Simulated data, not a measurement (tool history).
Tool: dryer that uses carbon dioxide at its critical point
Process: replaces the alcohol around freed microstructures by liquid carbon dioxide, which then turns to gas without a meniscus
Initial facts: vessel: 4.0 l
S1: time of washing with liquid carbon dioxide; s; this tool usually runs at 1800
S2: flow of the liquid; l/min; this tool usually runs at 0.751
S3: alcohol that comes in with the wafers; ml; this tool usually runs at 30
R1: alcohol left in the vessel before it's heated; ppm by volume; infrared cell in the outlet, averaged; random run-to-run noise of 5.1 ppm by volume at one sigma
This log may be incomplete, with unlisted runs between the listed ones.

run 1 hour=0 | S1=1800 S2=0.751 S3=30 | R1=174
run 2 hour=33.7 | S1=1800 S2=0.751 S3=30 | R1=161
run 3 hour=83.9 | S1=1800 S2=0.965 S3=30 | R1=129
run 4 hour=137 | S1=1800 S2=0.751 S3=30 | R1=176
run 5 hour=192.9 | S1=1800 S2=0.751 S3=30 | R1=181
run 6 hour=255.6 | S1=1800 S2=0.477 S3=30 | R1=550
run 7 hour=323.1 | S1=1800 S2=0.477 S3=30 | R1=541
run 8 hour=378.6 | S1=1800 S2=0.477 S3=30 | R1=544
run 9 hour=443.4 | S1=1800 S2=0.477 S3=30 | R1=578
run 10 hour=491.5 | S1=1080 S2=0.751 S3=30 | R1=686
run 11 hour=520.4 | S1=1080 S2=0.751 S3=30 | R1=663
run 12 hour=564.6 | S1=1800 S2=0.598 S3=30 | R1=362
run 13 hour=620.4 | S1=1800 S2=1.049 S3=30 | R1=138
run 14 hour=655.6 | S1=1800 S2=1.049 S3=30 | R1=139
run 15 hour=702.4 | S1=1800 S2=1.049 S3=30 | R1=31
run 16 hour=755.8 | S1=1800 S2=0.751 S3=38 | R1=161
run 17 hour=803.5 | S1=1800 S2=0.751 S3=62 | R1=259
run 18 hour=837.9 | S1=1800 S2=0.751 S3=62 | R1=146
run 19 hour=900.5 | S1=1260 S2=0.751 S3=30 | R1=298
run 20 hour=955.8 | S1=2220 S2=0.5 S3=30 | R1=172
run 21 hour=1003.2 | S1=2220 S2=0.5 S3=30 | R1=184
run 22 hour=1046.8 | S1=2220 S2=0.5 S3=30 | R1=193
run 23 hour=1077.2 | S1=1260 S2=0.751 S3=30 | R1=327
run 24 hour=1117 | S1=2280 S2=0.751 S3=24 | R1=47
run 25 hour=1171.9 | S1=1800 S2=0.999 S3=109 | R1=102
run 26 hour=1223.8 | S1=1560 S2=0.55 S3=68 | R1=1011
run 27 hour=1255.5 | S1=1980 S2=0.751 S3=77 | R1=174
run 28 hour=1321.1 | S1=1980 S2=1.102 S3=77 | R1=54
run 29 hour=1386.1 | S1=1980 S2=1.102 S3=77 | R1=50
run 30 hour=1427.7 | S1=1200 S2=0.58 S3=66 | R1=1760
run 31 hour=1465.3 | S1=1680 S2=0.751 S3=34 | R1=193
run 32 hour=1527.3 | S1=2460 S2=1.008 S3=36 | R1=51
run 33 hour=1558.2 | S1=1140 S2=0.687 S3=30 | R1=672
run 34 hour=1625.4 | S1=1140 S2=0.687 S3=39 | R1=901
run 35 hour=1671.5 | S1=1800 S2=0.803 S3=30 | R1=145
run 36 hour=1732.3 | S1=1080 S2=1.098 S3=30 | R1=244
run 37 hour=1778.6 | S1=1680 S2=0.478 S3=30 | R1=721

Put back what was entered between runs (2 entries, withheld): which listed runs does each sit between, and how does the hidden state differ from the listed run before to the listed run after?
Logged between run 14 and run 15: purifier's bed changed (hour 662.8)
  flow that reaches the vessel past the clogged filter, %: 88.4 -> 87.8; alcohol in the recycled carbon dioxide, ppm: 123 -> 6.8
  measured result minus the result with no hidden state, R1: +127 -> +14 ppm by volume
Logged between run 17 and run 18: inlet filter changed (hour 827.5)
  flow that reaches the vessel past the clogged filter, %: 86.4 -> 99.5; alcohol in the recycled carbon dioxide, ppm: 11.7 -> 13.3
  measured result minus the result with no hidden state, R1: +124 -> +11 ppm by volume

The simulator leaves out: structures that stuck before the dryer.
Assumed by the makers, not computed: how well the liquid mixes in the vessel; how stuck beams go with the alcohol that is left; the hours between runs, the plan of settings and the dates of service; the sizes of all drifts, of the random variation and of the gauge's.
